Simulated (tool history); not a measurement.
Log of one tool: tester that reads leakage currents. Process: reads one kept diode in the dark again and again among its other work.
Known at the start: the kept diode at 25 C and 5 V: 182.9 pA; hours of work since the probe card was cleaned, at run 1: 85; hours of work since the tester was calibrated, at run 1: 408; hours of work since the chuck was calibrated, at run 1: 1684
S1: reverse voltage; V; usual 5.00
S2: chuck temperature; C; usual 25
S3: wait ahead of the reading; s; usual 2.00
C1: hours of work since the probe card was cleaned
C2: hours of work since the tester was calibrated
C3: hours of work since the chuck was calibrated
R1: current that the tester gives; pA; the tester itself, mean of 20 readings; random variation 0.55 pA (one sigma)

run    hour     S1  S2    S3   C1    C2    C3       R1
  1     0.0   5.00  25  2.00   85   408  1684   197.58
  2    19.0   5.00  25  1.62   99   423  1698   197.81
  3    53.4   5.00  25  2.00  124   448  1724   198.15
  4    88.8   5.00  25  2.00  150   474  1750   198.53
  5   114.4   5.00  25  2.00  169   493  1769   198.09
  6   142.1   5.00  25  2.00  190   514  1789   198.08
  7   162.0   5.00  53  2.00  204   528  1804  2159.76
  8   182.9   5.00  53  2.00  220   544  1820  2153.44
  9   217.1   5.00  53  2.00  245   569  1845  2147.11
 10   238.3   5.00  25  2.92  261   585  1861   198.86
 11   262.5   5.00  25  2.92  279   603  1879   198.51
 12   293.2   5.00  25  2.00  302   626  1901   198.57
 13   314.5   5.00  25  2.00  317   641  1917   199.25
 14   331.3   5.00  25  2.00  330   654  1930   199.73
 15   358.5   5.00  25  2.00  350   674  1950   199.43
 16   393.0   1.56  25  2.00  376   699  1975   118.24
 17   420.5   1.56  25  2.00  396   720  1996   117.95
 18   441.1   1.56  25  2.00  411   735  2011   118.13
 19   471.3   5.00  25  2.00  434   757  2033   200.15
 20   493.7   5.00  25  6.66  450   774  2050   199.68
 21   529.2  17.75  31  2.92  476   800  2076   611.56
 22   560.0   1.12  25  1.38  499   823  2099   102.41
 23   584.0   1.11  51  1.38  517   841  2117   940.70
 24   605.2   1.11  51  1.38  533   857  2132   939.80
 25   631.4   1.11  51  1.38  552   876  2152   936.39
 26   651.5   2.22  49  1.74  567   891  2167  1108.06
 27   671.1   1.21  25  0.61  581   905  2181   107.01
 28   703.6   1.18  30  2.00  606   929  2205   165.30
 29   732.1   1.34  36  0.92  627   951  2226   297.99
 30   746.4   1.34  36  0.92  637   961  2237   298.66
 31   779.7   1.34  36  0.92  662   986  2262   298.48
 32   799.4   1.34  40  1.14  676  1000  2276   420.18
 33   834.2   1.34  40  1.14  702  1026  2302   418.07
 34   864.6  18.03  47  1.07  725  1049  2324  2428.07
 35   890.6  15.01  33  0.65  744  1068  2344   694.04
 36   914.4  15.01  36  0.63  762  1086  2361   892.72
 37   947.2   5.00  25  1.57  786  1110  2386   204.17
      963.6  -- chuck's temperature calibrated
 38   964.7   2.00  28  2.00  797  1121     1   162.56
 39   987.3   2.00  49  2.00  814  1138    18   986.07
 40  1019.4   5.00  53  4.62  838  1162    41  2058.35

Forecast each of these 3 alternatives for the next run:
  A  1036.8  5.00  28  6.12  851  1175  54   ?
  B  1036.8  5.00  53  6.90  851  1175  54   ?
  C  1036.8  5.00  48  0.32  851  1175  54   ?

run       R1
  A   247.74
  B  2057.00
  C  1385.26
Without the tool's hidden state the same runs would have given:
run       R1
  A   242.43
  B  2025.86
  C  1363.43

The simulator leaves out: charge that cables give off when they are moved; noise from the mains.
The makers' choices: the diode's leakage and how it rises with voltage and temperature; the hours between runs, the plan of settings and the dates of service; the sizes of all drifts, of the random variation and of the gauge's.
